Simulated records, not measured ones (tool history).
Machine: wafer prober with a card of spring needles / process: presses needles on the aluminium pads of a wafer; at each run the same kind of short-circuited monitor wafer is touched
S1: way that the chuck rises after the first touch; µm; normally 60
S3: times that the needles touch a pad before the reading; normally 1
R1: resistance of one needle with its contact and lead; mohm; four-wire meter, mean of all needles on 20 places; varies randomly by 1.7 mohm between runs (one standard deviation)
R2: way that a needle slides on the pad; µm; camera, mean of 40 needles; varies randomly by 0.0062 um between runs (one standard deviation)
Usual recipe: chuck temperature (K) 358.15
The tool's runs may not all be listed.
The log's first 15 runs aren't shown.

-- day=14.596 tips cleaned on abrasive film
run 16 day=15.175 | S1=75 chuck_temperature_(K)=358.15 S3=2 | R1=174 R2=14.534
-- day=15.338 tips cleaned on abrasive film
-- day=16.108 tips cleaned on abrasive film
run 17 day=16.467 | S1=53 chuck_temperature_(K)=319.15 S3=2 | R1=177 R2=10.274
-- day=16.829 tips cleaned on abrasive film
-- day=17.55 tips cleaned on abrasive film
run 18 day=17.55 | S1=53 chuck_temperature_(K)=319.15 S3=2 | R1=175 R2=10.278
-- day=18.292 tips cleaned on abrasive film
-- day=19.017 tips cleaned on abrasive film
run 19 day=19.017 | S1=53 chuck_temperature_(K)=319.15 S3=2 | R1=174 R2=10.271
-- day=19.771 tips cleaned on abrasive film
-- day=20.367 height of the first contact set anew
-- day=20.504 tips cleaned on abrasive film
run 20 day=20.517 | S1=53 chuck_temperature_(K)=319.15 S3=2 | R1=172 R2=10.282
-- day=21.3 tips cleaned on abrasive film
run 21 day=21.3 | S1=46 chuck_temperature_(K)=341.15 S3=1 | R1=183 R2=8.923
-- day=22.071 tips cleaned on abrasive film
run 22 day=22.362 | S1=46 chuck_temperature_(K)=341.15 S3=1 | R1=185 R2=8.922
-- day=22.846 tips cleaned on abrasive film
-- day=23.617 tips cleaned on abrasive film
run 23 day=23.746 | S1=46 chuck_temperature_(K)=341.15 S3=2 | R1=181 R2=8.911
-- day=24.421 tips cleaned on abrasive film
run 24 day=24.642 | S1=46 chuck_temperature_(K)=341.15 S3=2 | R1=185 R2=8.912
-- day=25.225 tips cleaned on abrasive film
run 25 day=25.421 | S1=50 chuck_temperature_(K)=341.15 S3=2 | R1=181 R2=9.687
-- day=25.946 tips cleaned on abrasive film
-- day=26.788 tips cleaned on abrasive film
run 26 day=26.888 | S1=50 chuck_temperature_(K)=341.15 S3=2 | R1=178 R2=9.692
-- day=27.533 tips cleaned on abrasive film
run 27 day=27.533 | S1=50 chuck_temperature_(K)=318.15 S3=1 | R1=173 R2=9.701
run 28 day=28.196 | S1=44 chuck_temperature_(K)=358.15 S3=2 | R1=186 R2=8.521
-- day=28.279 tips cleaned on abrasive film
run 29 day=28.85 | S1=53 chuck_temperature_(K)=313.15 S3=1 | R1=173 R2=10.279
-- day=29.133 tips cleaned on abrasive film
run 30 day=29.546 | S1=44 chuck_temperature_(K)=358.15 S3=2 | R1=186 R2=8.535
-- day=29.908 tips cleaned on abrasive film
-- day=30.65 tips cleaned on abrasive film
run 31 day=30.7 | S1=44 chuck_temperature_(K)=313.15 S3=2 | R1=176 R2=8.527

Here are 4 independent what-if runs from the current tool condition. What would each one return?
-- day=31.45 tips cleaned on abrasive film
run A day=31.633 | S1=44 chuck_temperature_(K)=313.15 S3=2 | R1=? R2=?
-- day=31.45 tips cleaned on abrasive film
run B day=31.633 | S1=44 chuck_temperature_(K)=386.15 S3=1 | R1=? R2=?
-- day=31.45 tips cleaned on abrasive film
run C day=31.633 | S1=42 chuck_temperature_(K)=356.15 S3=2 | R1=? R2=?
-- day=31.45 tips cleaned on abrasive film
run D day=31.633 | S1=60 chuck_temperature_(K)=311.15 S3=3 | R1=? R2=?

run=A R1=177 R2=8.534
run=B R1=194 R2=8.534
run=C R1=186 R2=8.144
run=D R1=164 R2=11.624
With the hidden condition removed and each run's random variation left untouched, the same runs would have given:
run=A R1=177 R2=8.534
run=B R1=194 R2=8.534
run=C R1=186 R2=8.144
run=D R1=164 R2=11.624
